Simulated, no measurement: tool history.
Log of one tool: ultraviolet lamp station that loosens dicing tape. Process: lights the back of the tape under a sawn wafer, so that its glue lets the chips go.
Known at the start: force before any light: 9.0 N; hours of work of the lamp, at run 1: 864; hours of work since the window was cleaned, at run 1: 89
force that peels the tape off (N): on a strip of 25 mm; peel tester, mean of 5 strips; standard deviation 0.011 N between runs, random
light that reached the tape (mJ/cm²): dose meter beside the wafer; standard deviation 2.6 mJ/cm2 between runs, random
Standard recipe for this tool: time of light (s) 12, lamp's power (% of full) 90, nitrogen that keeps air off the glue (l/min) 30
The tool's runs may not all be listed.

run    hour  time of light (s)  lamp's power (% of full)  nitrogen that keeps air off the glue (l/min)  hours of work of the lamp  hours of work since the window was cleaned  force that peels the tape off (N)  light that reached the tape (mJ/cm²)
  1     0.0                 12                        90                                            30                        864                                          89                              0.783                                   264
  2    40.6                 12                        90                                            30                        884                                         109                              0.806                                   262
  3   116.4                 11                        90                                            30                        922                                         147                              0.967                                   238
  4   199.2                 11                        90                                            30                        963                                         188                              1.005                                   235
  5   276.4                 11                        90                                            30                       1002                                         227                              0.980                                   230
  6   338.9                 12                        90                                            30                       1033                                         258                              0.850                                   248
  7   380.2                 12                        90                                            30                       1053                                         278                              0.874                                   251
  8   425.6                 12                        87                                            30                       1076                                         301                              0.958                                   240
  9   465.4                 12                        90                                            30                       1096                                         321                              0.923                                   246
 10   515.9                 12                        90                                            30                       1121                                         346                              0.912                                   240
 11   573.5                 12                        90                                            30                       1150                                         375                              0.936                                   236
 12   657.3                 12                        90                                            13                       1192                                         417                              1.301                                   237
 13   720.7                 12                        90                                            13                       1223                                         448                              1.352                                   234
 14   803.9                 12                        90                                            30                       1265                                         490                              0.975                                   230
 15   888.7                 12                        90                                            30                       1307                                         532                              1.084                                   224
 16   929.6                 12                        90                                            30                       1328                                         553                              1.051                                   222
 17   996.6                 12                        82                                            15                       1361                                         586                              1.609                                   196
     1058.3  -- lamp changed
 18  1080.6                 10                        79                                            33                         11                                         627                              0.997                                   231
 19  1129.4                 16                        77                                            44                         35                                         652                              0.355                                   358
 20  1177.4                 16                        77                                            44                         59                                         676                              0.385                                   350
     1224.9  -- window cleaned of glue's vapour
 21  1224.9                 16                        77                                            44                         83                                           0                              0.347                                   377
 22  1290.5                 12                        77                                            37                        116                                          33                              0.632                                   275
 23  1368.6                 12                        77                                            37                        155                                          72                              0.648                                   270
 24  1442.5                 12                        77                                            60                        192                                         109                              0.588                                   276
 25  1478.1                 17                        82                                            34                        209                                         126                              0.338                                   412
 26  1520.7                  7                        67                                            20                        231                                         148                              2.638                                   137
 27  1596.0                  7                        67                                            20                        268                                         185                              2.639                                   133
 28  1655.2                 12                        93                                            30                        298                                         215                              0.543                                   318
 29  1728.4                 12                        93                                            17                        334                                         251                              0.685                                   317
 30  1792.2                 12                        93                                            17                        366                                         283                              0.692                                   315

Alternative continuations, all from the tool just after run 30; predict every row:
  A  1856.2                 12                        90                                            11                        398                                         315                                  ?                                     ?
  B  1856.2                  7                        69                                            27                        398                                         315                                  ?                                     ?
  C  1856.2                  7                        90                                            30                        398                                         315                                  ?                                     ?
  D  1856.2                 12                        90                                            24                        398                                         315                                  ?                                     ?
  E  1856.2                 12                        65                                            17                        398                                         315                                  ?                                     ?

run  force that peels the tape off (N)  light that reached the tape (mJ/cm²)
  A                              0.901                                   301
  B                              2.492                                   131
  C                              1.703                                   172
  D                              0.651                                   303
  E                              1.428                                   214
Without the tool's hidden state the same runs would have given:
run  force that peels the tape off (N)  light that reached the tape (mJ/cm²)
  A                              0.708                                   339
  B                              2.127                                   148
  C                              1.396                                   194
  D                              0.512                                   341
  E                              1.154                                   241
